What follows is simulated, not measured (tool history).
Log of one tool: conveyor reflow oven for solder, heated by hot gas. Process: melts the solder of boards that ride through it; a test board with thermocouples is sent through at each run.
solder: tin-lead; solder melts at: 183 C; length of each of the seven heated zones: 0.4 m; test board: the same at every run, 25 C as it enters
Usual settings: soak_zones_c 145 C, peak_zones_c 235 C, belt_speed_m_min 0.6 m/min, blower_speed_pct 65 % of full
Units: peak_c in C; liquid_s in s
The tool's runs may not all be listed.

run,hour,soak_zones_c,peak_zones_c,belt_speed_m_min,blower_speed_pct,peak_c,liquid_s
1,0,145,235,0.6,65,211.5,56.1
2,8.8,145,235,0.6,55,208.4,51.9
3,17.7,145,235,0.6,65,211.6,55.7
4,26.5,145,235,0.543,65,214.7,66
5,33.8,145,235,0.543,65,214.8,66
6,43.8,145,235,0.543,65,214.8,66.1
7,52.1,145,235,0.6,65,211.2,55.7
8,62.1,145,235,0.6,65,211.1,55.8
9,73.8,145,235,0.6,65,211.2,55.3
10,81.2,145,235,0.6,65,211.4,55.8
11,86.7,157,235,0.6,65,214,64.2
12,92.3,158,235,0.6,65,214.2,65.1
13,101.2,133,235,0.6,65,208.1,47.5
14,113.2,145,235,0.6,65,211.1,55.4
15,122,145,235,0.6,65,211,55.2
16,127.4,140,238,0.572,65,213.6,59.1
17,133.2,156,235,0.6,52,209.9,58.2
18,141.6,145,235,0.54,61,213.7,64.6
19,150.3,157,224,0.6,86,209.2,60.7
20,159.7,143,225,0.6,65,202.8,44.5
# hour 173.2: flux residue cleaned out of gas plates and filters
21,176.9,134,245,0.6,65,217.6,57.1
22,187.5,134,245,0.499,65,224.5,76.9
23,194.3,134,245,0.512,65,223.9,74.1
24,205.7,152,245,0.643,52,214.2,56.6

Run 25 comes next. What will it give?
25,212.1,146,230,0.634,52,?,?

Run 25 gave peak_c 202.5 C, liquid_s 41.4 s.
Without the tool's hidden state the same run would have given peak_c 202.8 C, liquid_s 41.3 s.

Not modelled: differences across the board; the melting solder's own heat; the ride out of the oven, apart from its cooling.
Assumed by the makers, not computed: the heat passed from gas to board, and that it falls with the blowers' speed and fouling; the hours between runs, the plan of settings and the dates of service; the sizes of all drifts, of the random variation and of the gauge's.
